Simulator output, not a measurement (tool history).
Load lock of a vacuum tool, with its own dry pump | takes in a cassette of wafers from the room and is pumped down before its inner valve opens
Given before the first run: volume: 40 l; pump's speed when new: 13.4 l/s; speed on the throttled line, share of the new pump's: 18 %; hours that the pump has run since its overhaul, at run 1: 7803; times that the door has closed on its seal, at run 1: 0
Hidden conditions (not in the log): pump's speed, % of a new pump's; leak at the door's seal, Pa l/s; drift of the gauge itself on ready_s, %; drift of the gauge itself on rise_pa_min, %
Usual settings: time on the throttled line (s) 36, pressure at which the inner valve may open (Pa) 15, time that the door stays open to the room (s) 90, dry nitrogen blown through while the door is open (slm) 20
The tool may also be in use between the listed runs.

run	hour	time on the throttled line (s)	pressure at which the inner valve may open (Pa)	time that the door stays open to the room (s)	dry nitrogen blown through while the door is open (slm)	hours that the pump has run since its overhaul	times that the door has closed on its seal	incoming humidity of the room's air, %	time from the closed door until the inner valve may open (s)	rise of the pressure with all valves shut (Pa/min)
1	0.0	36	15	90	20	7803	0	41.9	56.8	0.050
2	441.9	58	15	90	20	8245	1497	42.5	75.4	0.053
3	746.2	58	15	90	20	8549	2528	42.3	74.5	0.066
4	992.2	36	15	37	20	8795	3361	43.0	58.0	0.050
5	1419.2	36	15	81	20	9222	4807	44.6	57.8	0.081
6	1785.6	36	20	90	20	9588	6048	46.3	55.9	0.094
7	2047.1	36	20	90	20	9850	6934	46.4	55.8	0.103
8	2267.5	36	20	90	20	10070	7680	45.9	55.9	0.101
9	2694.0	36	20	90	20	10497	9125	45.8	56.8	0.118
10	2923.2	36	20	90	20	10726	9902	45.4	57.3	0.121
11	3220.1	36	15	90	20	11023	10907	43.1	57.7	0.128
12	3577.3	36	15	90	20	11380	12117	46.5	57.9	0.149
13	3875.9	36	15	90	20	11679	13129	47.1	57.5	0.161
14	4356.6	36	15	90	20	12159	14757	46.1	57.7	0.182
15	4785.3	36	15	50	20	12588	16209	46.8	57.7	0.188
16	5191.7	36	15	90	20	12994	17586	46.1	58.4	0.217
17	5498.8	36	15	90	20	13301	18626	45.3	58.1	0.237
18	5940.5	36	22	90	20	13743	20122	48.6	56.3	0.263
19	6372.1	36	22	90	20	14175	21584	44.8	57.1	0.283
20	6732.7	36	22	90	20	14535	22806	42.3	56.6	0.300
21	7121.7	36	20	90	20	14924	24123	45.0	56.5	0.327
22	7437.7	20	15	90	20	15240	25194	45.9	44.7	0.345
23	7657.9	19	18	80	20	15461	25940	40.7	43.4	0.352
# hour 7953.5: door's seal changed, seat wiped
24	7974.9	19	16	80	5	15776	72	45.8	45.0	0.084
25	8360.6	48	19	144	9	16162	1379	41.9	66.5	0.096
26	8577.1	48	14	144	5	16378	2112	42.3	68.3	0.114
27	8884.2	36	10	232	7	16685	3152	46.4	59.9	0.157
28	9192.0	36	10	232	7	16993	4195	46.5	60.2	0.165

For run 29, what comes out?
29	9446.7	36	17	232	7	17248	5058	46.5	?	?

time from the closed door until the inner valve may open (s): 57.9
rise of the pressure with all valves shut (Pa/min): 0.177
Take away the tool's hidden state, keep the run-to-run variation as it was, and the same run would have given time from the closed door until the inner valve may open (s) 55.5, rise of the pressure with all valves shut (Pa/min) 0.149.

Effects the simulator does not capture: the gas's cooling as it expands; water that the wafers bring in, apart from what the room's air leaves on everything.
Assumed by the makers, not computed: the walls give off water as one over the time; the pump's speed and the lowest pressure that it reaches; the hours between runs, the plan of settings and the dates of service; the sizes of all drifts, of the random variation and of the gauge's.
